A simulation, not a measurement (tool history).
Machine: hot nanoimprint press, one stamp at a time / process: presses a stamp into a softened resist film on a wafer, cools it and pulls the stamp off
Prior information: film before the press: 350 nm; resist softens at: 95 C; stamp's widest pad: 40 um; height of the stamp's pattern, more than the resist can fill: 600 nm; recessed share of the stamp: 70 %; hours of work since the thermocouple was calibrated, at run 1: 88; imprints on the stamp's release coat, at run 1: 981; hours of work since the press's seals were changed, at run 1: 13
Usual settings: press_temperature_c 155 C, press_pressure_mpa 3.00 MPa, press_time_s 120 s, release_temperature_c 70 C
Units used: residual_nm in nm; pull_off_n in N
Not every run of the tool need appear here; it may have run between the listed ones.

run,hour,press_temperature_c,press_pressure_mpa,press_time_s,release_temperature_c,hours of work since the thermocouple was calibrated,imprints on the stamp's release coat,hours of work since the press's seals were changed,residual_nm,pull_off_n
1,0.0,155,3.00,120,70,88,981,13,198.7,156
2,22.6,155,3.00,78,70,103,1049,27,224.5,150
3,57.6,155,3.00,78,70,125,1153,50,226.0,153
4,81.4,155,2.90,120,70,141,1224,65,201.1,156
5,105.9,155,3.00,180,70,157,1297,81,174.3,156
6,137.9,155,3.00,120,70,178,1392,102,202.2,154
7,161.6,155,3.00,120,65,193,1463,118,198.8,162
# hour 179.8: stamp cleaned and given a new release coat
8,186.0,155,3.00,120,77,205,18,130,201.2,142
9,206.2,155,3.00,120,62,218,78,143,199.9,166
10,222.8,155,3.00,120,69,229,128,153,201.5,150
11,254.3,155,3.00,116,69,249,222,174,203.8,161
12,277.6,155,3.00,116,69,265,291,189,203.0,152
13,312.2,155,3.00,116,69,287,394,212,204.4,155
14,347.8,155,3.00,116,69,310,500,235,202.8,155
15,376.2,155,3.00,116,69,329,584,253,204.5,152
16,400.7,155,3.00,176,57,345,658,269,176.1,179
17,419.0,155,3.00,84,64,357,712,281,224.5,164
18,444.7,150,3.28,120,66,373,788,298,231.7,153
19,462.1,155,2.24,120,56,385,840,309,225.5,184
20,499.8,155,2.24,120,56,409,953,334,226.9,185
21,523.1,159,4.18,118,55,424,1022,349,151.8,185
22,542.7,159,4.18,118,55,437,1080,361,151.8,185
# hour 556.8: plate thermocouple calibrated
23,564.8,151,4.38,151,70,5,1137,374,187.6,151
24,602.4,151,4.38,151,70,30,1249,398,189.0,152
25,623.2,151,4.38,151,70,43,1311,412,188.4,156
26,639.5,149,4.20,180,74,54,1360,423,195.4,137
27,669.3,163,2.30,151,69,73,1449,442,156.2,150
# hour 693.2: stamp cleaned and given a new release coat
28,700.1,155,3.05,151,69,89,20,458,188.4,150
29,720.5,167,3.00,120,60,102,81,471,128.4,168

Below are 5 alternative next runs, each starting from the tool's condition after run 29. Predict each:
# hour 753.5: gauge calibrated
A,754.3,161,3.00,120,60,124,182,493,?,?
# hour 753.5: gauge calibrated
B,754.3,164,4.29,120,67,124,182,493,?,?
# hour 753.5: gauge calibrated
C,754.3,152,4.32,166,70,124,182,493,?,?
# hour 753.5: gauge calibrated
D,754.3,149,3.00,120,72,124,182,493,?,?
# hour 753.5: gauge calibrated
E,754.3,161,3.53,120,62,124,182,493,?,?

run,residual_nm,pull_off_n
A,160.2,171
B,119.1,157
C,174.1,149
D,244.6,144
E,148.5,166
Take away the tool's hidden state, keep each run's random variation, and the runs would have read:
run,residual_nm,pull_off_n
A,160.0,170
B,118.9,157
C,173.7,148
D,244.4,144
E,148.2,166

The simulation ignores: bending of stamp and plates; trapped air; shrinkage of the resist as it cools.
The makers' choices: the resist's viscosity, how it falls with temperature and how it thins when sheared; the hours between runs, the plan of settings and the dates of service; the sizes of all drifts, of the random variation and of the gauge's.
